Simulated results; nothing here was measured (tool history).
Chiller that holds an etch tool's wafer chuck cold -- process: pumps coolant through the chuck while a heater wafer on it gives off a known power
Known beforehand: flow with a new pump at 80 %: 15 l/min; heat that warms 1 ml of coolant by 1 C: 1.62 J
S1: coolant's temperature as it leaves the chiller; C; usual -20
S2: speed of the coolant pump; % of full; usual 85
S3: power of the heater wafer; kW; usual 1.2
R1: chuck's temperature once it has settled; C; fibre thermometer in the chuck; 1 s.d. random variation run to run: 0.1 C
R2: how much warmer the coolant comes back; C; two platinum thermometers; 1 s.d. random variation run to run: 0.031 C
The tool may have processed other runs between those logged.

{"run": 1, "hour": 0.0, "S1": -20, "S2": 85, "S3": 1.2, "R1": -12, "R2": 3.23}
{"run": 2, "hour": 74.7, "S1": -20, "S2": 85, "S3": 1.123, "R1": -12.4, "R2": 2.95}
{"run": 3, "hour": 153.1, "S1": -20, "S2": 85, "S3": 1.123, "R1": -12.6, "R2": 3.03}
{"run": 4, "hour": 254.6, "S1": -20, "S2": 85, "S3": 1.123, "R1": -12.5, "R2": 3.03}
{"run": 5, "hour": 437.1, "S1": -20, "S2": 85, "S3": 1.123, "R1": -12.4, "R2": 3.06}
{"run": 6, "hour": 554.6, "S1": -20, "S2": 85, "S3": 1.123, "R1": -12.3, "R2": 3.07}
{"run": 7, "hour": 675.0, "S1": -22, "S2": 86, "S3": 1.2, "R1": -13.8, "R2": 3.2}
{"run": 8, "hour": 810.2, "S1": -22, "S2": 86, "S3": 1.2, "R1": -13.9, "R2": 3.21}

Run 9 has not been measured yet. What should we expect?
{"run": 9, "hour": 967.3, "S1": -30, "S2": 85, "S3": 0.795, "R1": "?", "R2": "?"}

Run 9 measured R1 -24.4 C, R2 2.19 C.
Take away the tool's hidden state, keep the run-to-run variation as it was, and the same run would have given R1 -25.5 C, R2 1.86 C.

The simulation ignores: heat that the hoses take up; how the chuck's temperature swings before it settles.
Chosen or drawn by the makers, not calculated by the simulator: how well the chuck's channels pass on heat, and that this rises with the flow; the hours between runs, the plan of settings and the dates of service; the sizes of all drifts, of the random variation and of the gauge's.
